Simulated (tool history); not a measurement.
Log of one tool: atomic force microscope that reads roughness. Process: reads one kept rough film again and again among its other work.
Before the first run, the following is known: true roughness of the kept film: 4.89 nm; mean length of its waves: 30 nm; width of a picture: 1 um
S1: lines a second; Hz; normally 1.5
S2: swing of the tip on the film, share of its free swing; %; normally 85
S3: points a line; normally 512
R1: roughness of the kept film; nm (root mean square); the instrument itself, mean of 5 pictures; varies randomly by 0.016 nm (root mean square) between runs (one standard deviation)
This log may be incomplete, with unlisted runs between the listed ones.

Run 1, day 0: usual settings. Result: R1 3.412 nm (root mean square).
At day 0.117: new tip fitted.
Run 2, day 1.262: usual settings. Result: R1 3.638 nm (root mean square).
At day 3.208: new tip fitted.
Run 3, day 3.562: usual settings but S1 0.58 Hz. Result: R1 4.053 nm (root mean square).
Run 4, day 5.812: usual settings but S2 75 %. Result: R1 3.6 nm (root mean square).
At day 6.217: new tip fitted.
Run 5, day 7.342: usual settings but S2 75 %. Result: R1 3.832 nm (root mean square).
At day 9.288: new tip fitted.
Run 6, day 9.483: usual settings but S2 75 %. Result: R1 3.972 nm (root mean square).
Run 7, day 11.083: usual settings but S2 75 %. Result: R1 3.679 nm (root mean square).
At day 12.379: new tip fitted.
Run 8, day 13.321: usual settings but S2 75 %. Result: R1 3.876 nm (root mean square).
Run 9, day 15.217: usual settings but S2 75 %. Result: R1 3.521 nm (root mean square).
At day 15.333: new tip fitted.
Run 10, day 17.504: usual settings but S2 55 %. Result: R1 3.783 nm (root mean square).
At day 18.338: new tip fitted.
Run 11, day 19.471: usual settings but S2 55 %. Result: R1 3.94 nm (root mean square).
Run 12, day 21.054: usual settings but S2 55 %. Result: R1 3.708 nm (root mean square).
At day 21.312: new tip fitted.
Run 13, day 22.542: usual settings but S2 55 %. Result: R1 3.932 nm (root mean square).
At day 24.288: new tip fitted.
Run 14, day 24.521: usual settings but S2 55 %. Result: R1 4.134 nm (root mean square).
Run 15, day 26.262: usual settings but S2 55 %. Result: R1 3.849 nm (root mean square).
At day 27.233: new tip fitted.
Run 16, day 28.362: usual settings but S2 64 %. Result: R1 3.925 nm (root mean square).
At day 30.333: new tip fitted.
Run 17, day 30.646: usual settings but S2 64 %. Result: R1 4.098 nm (root mean square).
Run 18, day 31.892: usual settings but S2 64 %. Result: R1 3.89 nm (root mean square).
At day 33.312: new tip fitted.
Run 19, day 33.954: usual settings but S2 64 %. Result: R1 3.971 nm (root mean square).
Run 20, day 35.146: usual settings but S1 2.55 Hz, S2 64 %, S3 788. Result: R1 3.761 nm (root mean square).
At day 36.238: new tip fitted.
Run 21, day 36.429: usual settings but S2 60 %, S3 800. Result: R1 4.166 nm (root mean square).
Run 22, day 38.617: usual settings but S1 1 Hz, S2 60 %, S3 800. Result: R1 3.74 nm (root mean square).
At day 39.2: new tip fitted.
Run 23, day 39.912: usual settings but S1 3 Hz, S2 83 %, S3 285. Result: R1 3.497 nm (root mean square).
Run 24, day 41.179: usual settings but S1 3 Hz, S2 83 %, S3 285. Result: R1 3.261 nm (root mean square).
At day 42.238: new tip fitted.
Run 25, day 43.017: usual settings but S1 0.71 Hz, S2 83 %, S3 617. Result: R1 3.979 nm (root mean square).
Run 26, day 44.904: usual settings but S1 3.43 Hz, S2 71 %, S3 948. Result: R1 3.449 nm (root mean square).
At day 45.225: new tip fitted.
Run 27, day 46.125: usual settings but S1 2.92 Hz, S2 65 %, S3 455. Result: R1 3.875 nm (root mean square).
At day 48.288: new tip fitted.
Run 28, day 48.404: usual settings but S1 1.39 Hz, S2 64 %, S3 416. Result: R1 4.11 nm (root mean square).
Run 29, day 49.804: usual settings but S1 2.24 Hz, S2 56 %, S3 413. Result: R1 3.898 nm (root mean square).
Run 30, day 51.042: usual settings but S1 1.07 Hz, S2 56 %, S3 489. Result: R1 3.755 nm (root mean square).
At day 51.346: new tip fitted.
Run 31, day 53.071: usual settings but S1 1.07 Hz, S2 56 %, S3 489. Result: R1 3.867 nm (root mean square).
At day 54.383: new tip fitted.
Run 32, day 54.383: usual settings but S1 3.19 Hz, S2 83 %, S3 274. Result: R1 3.596 nm (root mean square).
Run 33, day 55.825: usual settings but S2 67 %, S3 373. Result: R1 3.796 nm (root mean square).
At day 57.329: new tip fitted.
Run 34, day 57.446: usual settings but S2 73 %, S3 286. Result: R1 4.029 nm (root mean square).
Run 35, day 59.25: usual settings but S2 63 %. Result: R1 3.846 nm (root mean square).
At day 60.317: new tip fitted.
Run 36, day 61.179: usual settings but S2 63 %. Result: R1 3.968 nm (root mean square).
Run 37, day 62.733: usual settings but S2 63 %. Result: R1 3.719 nm (root mean square).

Run by run, hidden condition taken away, random variation retained:
The hidden state here: radius of the tip, nm; height scale over the true one, %; drift of the gauge itself on roughness_nm, %.
run     R1
  1  3.918
  2  3.857
  3  4.095
  4  4.035
  5  4.037
  6  4.049
  7  4.028
  8   4.05
  9  4.034
 10  4.163
 11   4.16
 12  4.196
 13  4.148
 14  4.173
 15  4.187
 16  4.128
 17  4.116
 18  4.158
 19  4.081
 20  4.072
 21  4.176
 22  4.161
 23  3.665
 24   3.62
 25  4.091
 26  3.859
 27  3.993
 28  4.096
 29  4.117
 30  4.168
 31  4.172
 32  3.595
 33  4.054
 34  4.023
 35  4.135
 36  4.109
 37  4.145
